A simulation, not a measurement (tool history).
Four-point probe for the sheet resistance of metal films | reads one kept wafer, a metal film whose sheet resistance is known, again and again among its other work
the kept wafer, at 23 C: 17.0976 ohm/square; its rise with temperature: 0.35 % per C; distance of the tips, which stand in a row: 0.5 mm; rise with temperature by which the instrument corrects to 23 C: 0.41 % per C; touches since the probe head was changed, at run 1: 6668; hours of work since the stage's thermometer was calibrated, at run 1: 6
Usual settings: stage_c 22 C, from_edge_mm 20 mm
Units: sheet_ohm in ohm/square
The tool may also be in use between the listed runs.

run	hour	stage_c	from_edge_mm	touches since the probe head was changed	hours of work since the stage's thermometer was calibrated	sheet_ohm
1	0.0	22	20	6668	6	17.078970
2	28.0	22	20	7091	18	17.082917
3	60.4	22	20	7580	31	17.071241
4	102.6	22	8	8217	49	17.109564
5	139.2	22	8	8771	65	17.106998
6	172.8	22	8	9279	79	17.108613
7	209.1	28	20	9827	94	17.012101
8	246.8	28	20	10396	110	17.011314
9	265.6	24	20	10680	118	17.054778
10	306.4	24	59	11296	135	17.049773
11	332.5	22	20	11691	146	17.072601
12	364.0	22	20	12166	159	17.071845
13	391.3	22	20	12579	171	17.074671
14	417.1	22	20	12969	182	17.070894
15	438.2	28	20	13287	191	17.014798
16	470.7	28	20	13778	204	17.015950
17	489.0	33	4	14054	212	17.094966
18	531.3	27	10	14693	230	17.031785
19	574.3	23	6	15342	248	17.122678
20	611.2	31	5	15901	264	17.063041
# hour 613.9: stage's thermometer calibrated
21	644.0	19	47	16388	13	17.096248
22	681.0	19	47	16947	28	17.094380
23	703.7	19	47	17289	38	17.094847
24	743.0	22	6	17884	54	17.122398
# hour 750.5: stage's thermometer calibrated, once more
25	769.5	22	67	18276	8	17.069069
26	811.3	22	67	18907	26	17.060528
27	831.6	30	10	19215	34	17.003850
28	851.9	18	10	19522	43	17.126653
29	890.4	18	10	20102	59	17.135176
30	912.3	24	51	20433	68	17.036635
31	953.6	32	45	21057	86	16.956581

3 ways to go on from here, each from the tool as it stands after run 31. What would each give?
A	979.2	32	25	21443	96	?
B	979.2	21	28	21443	96	?
C	979.2	33	20	21443	96	?

run	sheet_ohm
A	16.961028
B	17.079002
C	16.957388
Without the tool's hidden state the same runs would have given:
run	sheet_ohm
A	17.006370
B	17.124830
C	17.002705

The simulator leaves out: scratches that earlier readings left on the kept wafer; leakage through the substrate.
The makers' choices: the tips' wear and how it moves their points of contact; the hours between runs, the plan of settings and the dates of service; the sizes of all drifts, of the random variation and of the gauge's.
